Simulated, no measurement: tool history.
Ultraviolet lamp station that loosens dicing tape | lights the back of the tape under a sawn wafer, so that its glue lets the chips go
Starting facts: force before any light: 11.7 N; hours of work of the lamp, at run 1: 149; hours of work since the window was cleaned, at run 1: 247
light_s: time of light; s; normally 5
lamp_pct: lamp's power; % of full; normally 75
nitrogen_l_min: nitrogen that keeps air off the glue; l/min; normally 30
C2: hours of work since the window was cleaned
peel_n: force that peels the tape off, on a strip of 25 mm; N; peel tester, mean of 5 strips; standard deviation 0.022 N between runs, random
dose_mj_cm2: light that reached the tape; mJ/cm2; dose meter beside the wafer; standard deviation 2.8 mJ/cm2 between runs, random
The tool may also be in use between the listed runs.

run 1 hour=0 | light_s=5 lamp_pct=75 nitrogen_l_min=30 | hours_of_work_of_the_lamp=149 C2=247 | peel_n=1.236 dose_mj_cm2=353
run 2 hour=23.4 | light_s=5 lamp_pct=75 nitrogen_l_min=30 | hours_of_work_of_the_lamp=166 C2=263 | peel_n=1.281 dose_mj_cm2=352
run 3 hour=46.6 | light_s=5 lamp_pct=75 nitrogen_l_min=28 | hours_of_work_of_the_lamp=182 C2=280 | peel_n=1.345 dose_mj_cm2=345
-- hour=61.9 window cleaned of glue's vapour
run 4 hour=75.6 | light_s=5 lamp_pct=75 nitrogen_l_min=12 | hours_of_work_of_the_lamp=202 C2=10 | peel_n=2.348 dose_mj_cm2=359
run 5 hour=97.5 | light_s=5 lamp_pct=73 nitrogen_l_min=12 | hours_of_work_of_the_lamp=218 C2=25 | peel_n=2.507 dose_mj_cm2=355
run 6 hour=116.7 | light_s=5 lamp_pct=78 nitrogen_l_min=30 | hours_of_work_of_the_lamp=231 C2=39 | peel_n=1.081 dose_mj_cm2=370
run 7 hour=149.5 | light_s=3 lamp_pct=75 nitrogen_l_min=30 | hours_of_work_of_the_lamp=254 C2=62 | peel_n=2.916 dose_mj_cm2=214
run 8 hour=176.7 | light_s=3 lamp_pct=75 nitrogen_l_min=30 | hours_of_work_of_the_lamp=273 C2=81 | peel_n=2.918 dose_mj_cm2=212
run 9 hour=195.6 | light_s=3 lamp_pct=75 nitrogen_l_min=30 | hours_of_work_of_the_lamp=287 C2=94 | peel_n=2.848 dose_mj_cm2=212
run 10 hour=210.8 | light_s=3 lamp_pct=75 nitrogen_l_min=30 | hours_of_work_of_the_lamp=297 C2=105 | peel_n=2.808 dose_mj_cm2=212
run 11 hour=237.6 | light_s=5 lamp_pct=69 nitrogen_l_min=30 | hours_of_work_of_the_lamp=316 C2=124 | peel_n=1.514 dose_mj_cm2=319
run 12 hour=256.1 | light_s=5 lamp_pct=88 nitrogen_l_min=30 | hours_of_work_of_the_lamp=329 C2=137 | peel_n=0.881 dose_mj_cm2=404
run 13 hour=280.1 | light_s=5 lamp_pct=75 nitrogen_l_min=13 | hours_of_work_of_the_lamp=346 C2=154 | peel_n=2.367 dose_mj_cm2=340
run 14 hour=300 | light_s=5 lamp_pct=67 nitrogen_l_min=25 | hours_of_work_of_the_lamp=360 C2=168 | peel_n=1.817 dose_mj_cm2=307
run 15 hour=320.9 | light_s=5 lamp_pct=75 nitrogen_l_min=36 | hours_of_work_of_the_lamp=375 C2=182 | peel_n=1.156 dose_mj_cm2=338
run 16 hour=339.7 | light_s=4 lamp_pct=75 nitrogen_l_min=30 | hours_of_work_of_the_lamp=388 C2=195 | peel_n=1.942 dose_mj_cm2=271
run 17 hour=367.5 | light_s=7 lamp_pct=75 nitrogen_l_min=40 | hours_of_work_of_the_lamp=408 C2=215 | peel_n=0.483 dose_mj_cm2=471
run 18 hour=399.1 | light_s=7 lamp_pct=75 nitrogen_l_min=40 | hours_of_work_of_the_lamp=430 C2=237 | peel_n=0.502 dose_mj_cm2=465
run 19 hour=420.7 | light_s=6 lamp_pct=71 nitrogen_l_min=15 | hours_of_work_of_the_lamp=445 C2=252 | peel_n=1.853 dose_mj_cm2=378
run 20 hour=452.8 | light_s=4 lamp_pct=75 nitrogen_l_min=30 | hours_of_work_of_the_lamp=467 C2=275 | peel_n=2.168 dose_mj_cm2=261
-- hour=474 window cleaned of glue's vapour
run 21 hour=482.2 | light_s=3 lamp_pct=69 nitrogen_l_min=14 | hours_of_work_of_the_lamp=488 C2=6 | peel_n=4.515 dose_mj_cm2=191
run 22 hour=502.2 | light_s=3 lamp_pct=82 nitrogen_l_min=12 | hours_of_work_of_the_lamp=502 C2=20 | peel_n=4.275 dose_mj_cm2=224
run 23 hour=526.4 | light_s=5 lamp_pct=75 nitrogen_l_min=17 | hours_of_work_of_the_lamp=519 C2=37 | peel_n=2.055 dose_mj_cm2=340
run 24 hour=554.8 | light_s=5 lamp_pct=63 nitrogen_l_min=15 | hours_of_work_of_the_lamp=539 C2=57 | peel_n=2.881 dose_mj_cm2=279
run 25 hour=589.2 | light_s=5 lamp_pct=96 nitrogen_l_min=13 | hours_of_work_of_the_lamp=563 C2=81 | peel_n=1.665 dose_mj_cm2=427
run 26 hour=605.5 | light_s=2 lamp_pct=75 nitrogen_l_min=30 | hours_of_work_of_the_lamp=575 C2=93 | peel_n=4.894 dose_mj_cm2=135

For each run, the measured value with the value that run would have given without the tool's hidden condition subtracted. The run-to-run variation is shared by both, the gauge scatter possibly not:
Unlogged tool condition in this case: lamp's light, % of a new lamp's; light that the window lets through, % of a clean one's; drift of the gauge itself on peel_n, %; drift of the gauge itself on dose_mj_cm2, %.
run=1 peel_n=+0.19 dose_mj_cm2=-29
run=2 peel_n=+0.21 dose_mj_cm2=-31
run=3 peel_n=+0.23 dose_mj_cm2=-33
run=4 peel_n=+0.17 dose_mj_cm2=-17
run=5 peel_n=+0.195 dose_mj_cm2=-19
run=6 peel_n=+0.128 dose_mj_cm2=-22
run=7 peel_n=+0.256 dose_mj_cm2=-14
run=8 peel_n=+0.281 dose_mj_cm2=-16
run=9 peel_n=+0.29 dose_mj_cm2=-17
run=10 peel_n=+0.301 dose_mj_cm2=-17
run=11 peel_n=+0.244 dose_mj_cm2=-29
run=12 peel_n=+0.174 dose_mj_cm2=-40
run=13 peel_n=+0.346 dose_mj_cm2=-36
run=14 peel_n=+0.317 dose_mj_cm2=-33
run=15 peel_n=+0.248 dose_mj_cm2=-39
run=16 peel_n=+0.358 dose_mj_cm2=-33
run=17 peel_n=+0.124 dose_mj_cm2=-61
run=18 peel_n=+0.135 dose_mj_cm2=-64
run=19 peel_n=+0.415 dose_mj_cm2=-54
run=20 peel_n=+0.484 dose_mj_cm2=-41
run=21 peel_n=+0.411 dose_mj_cm2=-20
run=22 peel_n=+0.449 dose_mj_cm2=-25
run=23 peel_n=+0.367 dose_mj_cm2=-40
run=24 peel_n=+0.453 dose_mj_cm2=-36
run=25 peel_n=+0.369 dose_mj_cm2=-59
run=26 peel_n=+0.564 dose_mj_cm2=-19

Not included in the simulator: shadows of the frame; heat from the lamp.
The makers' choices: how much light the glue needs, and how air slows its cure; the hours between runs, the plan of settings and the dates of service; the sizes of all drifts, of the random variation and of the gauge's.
